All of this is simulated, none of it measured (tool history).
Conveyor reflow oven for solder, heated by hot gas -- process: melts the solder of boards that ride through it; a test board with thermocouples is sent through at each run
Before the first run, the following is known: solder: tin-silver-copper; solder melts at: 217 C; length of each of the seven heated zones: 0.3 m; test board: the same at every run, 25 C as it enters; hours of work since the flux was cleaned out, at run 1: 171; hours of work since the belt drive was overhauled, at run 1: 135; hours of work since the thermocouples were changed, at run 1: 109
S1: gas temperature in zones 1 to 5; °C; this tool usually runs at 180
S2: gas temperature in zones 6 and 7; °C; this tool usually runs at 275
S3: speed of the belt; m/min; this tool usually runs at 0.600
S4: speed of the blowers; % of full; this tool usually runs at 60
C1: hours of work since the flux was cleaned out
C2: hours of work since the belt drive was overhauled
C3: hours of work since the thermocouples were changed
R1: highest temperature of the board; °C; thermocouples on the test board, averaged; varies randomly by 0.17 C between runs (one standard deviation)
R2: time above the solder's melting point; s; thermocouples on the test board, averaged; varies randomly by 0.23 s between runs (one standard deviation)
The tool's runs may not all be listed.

run,day,S1,S2,S3,S4,C1,C2,C3,R1,R2
1,0.000,180,275,0.600,60,171,135,109,256.1,48.1
2,0.258,180,275,0.603,60,175,139,113,255.9,47.4
3,0.462,180,275,0.603,60,177,141,115,255.7,47.5
# day 0.838: flux residue cleaned out of gas plates and filters
4,0.850,180,275,0.603,60,0,144,118,257.5,49.0
5,1.183,188,275,0.603,60,5,148,122,259.1,52.1
6,1.471,188,275,0.603,60,8,152,126,259.0,51.4
7,1.812,180,283,0.600,60,13,157,131,264.3,52.1
8,2.083,180,275,0.600,59,17,160,134,257.2,48.9
9,2.388,180,275,0.600,60,21,164,138,257.2,49.5
10,2.775,191,275,0.600,60,26,169,143,259.5,53.4
11,3.171,191,275,0.600,60,31,175,149,259.4,53.8
12,3.417,180,275,0.600,60,34,178,152,257.6,49.0
13,3.729,180,275,0.600,60,39,182,156,257.5,49.3
14,4.104,185,275,0.600,60,43,187,161,258.3,51.2
15,4.421,185,275,0.600,60,48,191,165,258.3,51.0
# day 4.625: belt drive overhauled, speed set with a stopwatch
16,4.946,192,280,0.629,52,52,4,170,259.7,51.1
17,5.292,192,280,0.629,52,57,9,175,259.5,50.8
18,5.583,190,266,0.513,58,61,13,179,255.3,61.3
19,5.862,176,275,0.532,60,65,16,182,260.2,56.2
20,6.067,180,275,0.589,70,67,19,185,260.5,52.2
21,6.296,180,275,0.589,70,70,22,188,260.7,51.8
22,6.517,191,273,0.511,78,73,25,191,265.3,66.6
23,6.792,180,275,0.532,65,77,29,195,262.3,58.8
24,6.983,177,275,0.546,65,80,31,197,261.1,55.5
# day 7.246: belt drive overhauled, speed set with a stopwatch, once more
25,7.392,187,275,0.488,60,83,2,200,264.1,67.4
26,7.608,187,275,0.488,60,86,5,203,264.1,67.0
27,7.871,175,275,0.600,54,89,8,207,253.7,44.7
28,8.154,175,275,0.600,54,93,12,211,254.2,44.6
29,8.450,166,275,0.600,69,97,16,215,257.1,44.9
30,8.654,166,267,0.600,55,100,19,217,245.4,37.7

Difference, measured minus no-hidden-state, one row per run. Run-to-run variation is common to both terms; the gauge's own scatter need not be:
Unlogged tool condition in this case: heat that the gas passes to the board, % of a clean oven's; belt's true speed, % of the reading; true gas temperature in zones 6 and 7 over the reading, C; drift of the gauge itself on peak_c, C; drift of the gauge itself on liquid_s, %.
run,R1,R2
1,-1.4,-0.7
2,-1.5,-0.8
3,-1.5,-0.8
4,+0.3,+0.4
5,+0.2,+0.3
6,+0.2,+0.3
7,+0.1,+0.3
8,+0.1,+0.3
9,+0.2,+0.3
10,+0.1,+0.3
11,+0.1,+0.3
12,+0.0,+0.2
13,+0.0,+0.3
14,+0.1,+0.3
15,+0.0,+0.3
16,+0.0,+0.3
17,+0.0,+0.3
18,+0.0,+0.4
19,+0.0,+0.3
20,-0.1,+0.2
21,-0.1,+0.2
22,+0.0,+0.4
23,-0.1,+0.3
24,-0.2,+0.3
25,-0.2,-0.1
26,-0.2,-0.1
27,-0.5,-0.5
28,-0.5,-0.5
29,-0.7,-0.5
30,-0.6,-0.7

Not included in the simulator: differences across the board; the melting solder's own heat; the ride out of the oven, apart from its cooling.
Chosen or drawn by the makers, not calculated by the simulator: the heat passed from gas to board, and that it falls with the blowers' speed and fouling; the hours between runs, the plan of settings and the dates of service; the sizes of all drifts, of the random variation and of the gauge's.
